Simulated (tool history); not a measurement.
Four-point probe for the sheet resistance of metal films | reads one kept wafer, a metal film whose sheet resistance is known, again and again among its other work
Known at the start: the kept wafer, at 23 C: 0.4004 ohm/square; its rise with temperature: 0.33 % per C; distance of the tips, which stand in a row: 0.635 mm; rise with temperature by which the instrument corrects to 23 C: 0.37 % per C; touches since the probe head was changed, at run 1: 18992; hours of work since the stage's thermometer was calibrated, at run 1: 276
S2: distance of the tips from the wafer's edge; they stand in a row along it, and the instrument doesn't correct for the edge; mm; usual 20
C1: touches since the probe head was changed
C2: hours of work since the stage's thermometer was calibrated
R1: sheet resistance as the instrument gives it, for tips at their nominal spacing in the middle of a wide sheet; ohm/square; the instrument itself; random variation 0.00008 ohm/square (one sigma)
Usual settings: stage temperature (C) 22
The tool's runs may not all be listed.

Run 1, hour 0.0: usual settings; C1 18992; C2 276. Result: R1 0.400859 ohm/square.
Run 2, hour 63.3: usual settings; C1 19810; C2 308. Result: R1 0.400892 ohm/square.
Run 3, hour 134.9: usual settings; C1 20734; C2 344. Result: R1 0.400830 ohm/square.
Run 4, hour 176.6: usual settings; C1 21272; C2 365. Result: R1 0.400854 ohm/square.
Run 5, hour 216.8: usual settings; C1 21790; C2 385. Result: R1 0.400992 ohm/square.
Run 6, hour 282.8: usual settings; C1 22643; C2 418. Result: R1 0.400876 ohm/square.
Run 7, hour 326.0: usual settings; C1 23200; C2 440. Result: R1 0.400898 ohm/square.
Run 8, hour 364.0: usual settings; C1 23691; C2 459. Result: R1 0.400925 ohm/square.
Run 9, hour 418.2: usual settings; C1 24390; C2 486. Result: R1 0.400960 ohm/square.
Run 10, hour 457.3: usual settings but S2 36 mm; C1 24895; C2 506. Result: R1 0.400774 ohm/square.
Run 11, hour 529.2: usual settings but S2 5 mm; C1 25824; C2 542. Result: R1 0.404190 ohm/square.
Run 12, hour 584.5: usual settings but S2 5 mm; C1 26537; C2 570. Result: R1 0.404177 ohm/square.
Run 13, hour 631.5: usual settings but S2 5 mm; C1 27144; C2 594. Result: R1 0.404194 ohm/square.
Run 14, hour 686.3: usual settings but S2 5 mm; C1 27851; C2 621. Result: R1 0.404254 ohm/square.
Run 15, hour 721.0: usual settings but stage temperature (C) 34; C1 28299; C2 639. Result: R1 0.399225 ohm/square.
Run 16, hour 760.6: usual settings; C1 28810; C2 659. Result: R1 0.400946 ohm/square.
Run 17, hour 829.2: usual settings but stage temperature (C) 29; C1 29696; C2 693. Result: R1 0.400076 ohm/square.
Run 18, hour 904.3: usual settings but stage temperature (C) 29; C1 30664; C2 731. Result: R1 0.400132 ohm/square.
Run 19, hour 950.7: usual settings but stage temperature (C) 29; C1 31264; C2 754. Result: R1 0.400056 ohm/square.
Run 20, hour 988.0: usual settings but stage temperature (C) 29; C1 31745; C2 773. Result: R1 0.400000 ohm/square.
Run 21, hour 1028.7: usual settings; C1 32271; C2 794. Result: R1 0.401010 ohm/square.
Run 22, hour 1072.1: usual settings but stage temperature (C) 28; C1 32830; C2 815. Result: R1 0.400144 ohm/square.
Run 23, hour 1124.1: usual settings but stage temperature (C) 28; C1 33502; C2 842. Result: R1 0.399988 ohm/square.
Run 24, hour 1193.6: usual settings but stage temperature (C) 25, S2 7 mm; C1 34399; C2 877. Result: R1 0.402217 ohm/square.
Run 25, hour 1251.1: usual settings but stage temperature (C) 28; C1 35141; C2 905. Result: R1 0.400225 ohm/square.
Run 26, hour 1309.0: usual settings but stage temperature (C) 28; C1 35888; C2 935. Result: R1 0.400102 ohm/square.
Run 27, hour 1378.2: usual settings but stage temperature (C) 26, S2 65 mm; C1 36782; C2 969. Result: R1 0.400301 ohm/square.
Run 28, hour 1430.8: usual settings but stage temperature (C) 33, S2 8 mm; C1 37460; C2 996. Result: R1 0.400569 ohm/square.
Run 29, hour 1472.9: usual settings but stage temperature (C) 26, S2 4 mm; C1 38004; C2 1017. Result: R1 0.405518 ohm/square.
Run 30, hour 1509.6: usual settings but stage temperature (C) 19, S2 9 mm; C1 38478; C2 1036. Result: R1 0.402251 ohm/square.
At hour 1513.5: stage's thermometer calibrated.
Run 31, hour 1548.5: usual settings but stage temperature (C) 33, S2 51 mm; C1 38974; C2 18. Result: R1 0.399093 ohm/square.
Run 32, hour 1581.9: usual settings but stage temperature (C) 21, S2 51 mm; C1 39405; C2 34. Result: R1 0.400809 ohm/square.
Run 33, hour 1628.4: usual settings but stage temperature (C) 20, S2 21 mm; C1 40005; C2 58. Result: R1 0.401309 ohm/square.
Run 34, hour 1675.7: usual settings but stage temperature (C) 20, S2 21 mm; C1 40615; C2 82. Result: R1 0.401240 ohm/square.
Run 35, hour 1720.8: usual settings but stage temperature (C) 20, S2 21 mm; C1 41198; C2 104. Result: R1 0.401219 ohm/square.
Run 36, hour 1778.5: usual settings but stage temperature (C) 29, S2 19 mm; C1 41942; C2 133. Result: R1 0.399976 ohm/square.
At hour 1790.6: stage's thermometer calibrated, once more.
Run 37, hour 1828.5: usual settings but stage temperature (C) 32, S2 41 mm; C1 42581; C2 19. Result: R1 0.399826 ohm/square.
Run 38, hour 1882.4: usual settings but stage temperature (C) 20, S2 12 mm; C1 43277; C2 46. Result: R1 0.402137 ohm/square.
Run 39, hour 1941.5: usual settings but stage temperature (C) 20, S2 12 mm; C1 44040; C2 76. Result: R1 0.401818 ohm/square.
Run 40, hour 1982.2: usual settings but stage temperature (C) 28, S2 17 mm; C1 44565; C2 96. Result: R1 0.400616 ohm/square.
Run 41, hour 2037.7: usual settings but stage temperature (C) 28, S2 17 mm; C1 45282; C2 124. Result: R1 0.400427 ohm/square.
Run 42, hour 2102.5: usual settings but stage temperature (C) 34; C1 46117; C2 157. Result: R1 0.399600 ohm/square.
Run 43, hour 2158.7: usual settings but stage temperature (C) 21, S2 8 mm; C1 46843; C2 185. Result: R1 0.402454 ohm/square.
Run 44, hour 2209.1: usual settings but stage temperature (C) 28, S2 22 mm; C1 47493; C2 211. Result: R1 0.400536 ohm/square.
Run 45, hour 2269.5: usual settings but S2 37 mm; C1 48273; C2 241. Result: R1 0.401184 ohm/square.

Forecast each of these 3 alternatives for the next run:
Run A, hour 2343.4: usual settings but stage temperature (C) 24, S2 5 mm; C1 49228; C2 278. Result: R1 ?.
Run B, hour 2343.4: usual settings but stage temperature (C) 21, S2 5 mm; C1 49228; C2 278. Result: R1 ?.
Run C, hour 2343.4: usual settings but stage temperature (C) 18, S2 10 mm; C1 49228; C2 278. Result: R1 ?.

run        R1
  A  0.404329
  B  0.404780
  C  0.402650
Without the tool's hidden state the same runs would have given:
run        R1
  A  0.403760
  B  0.404212
  C  0.402085
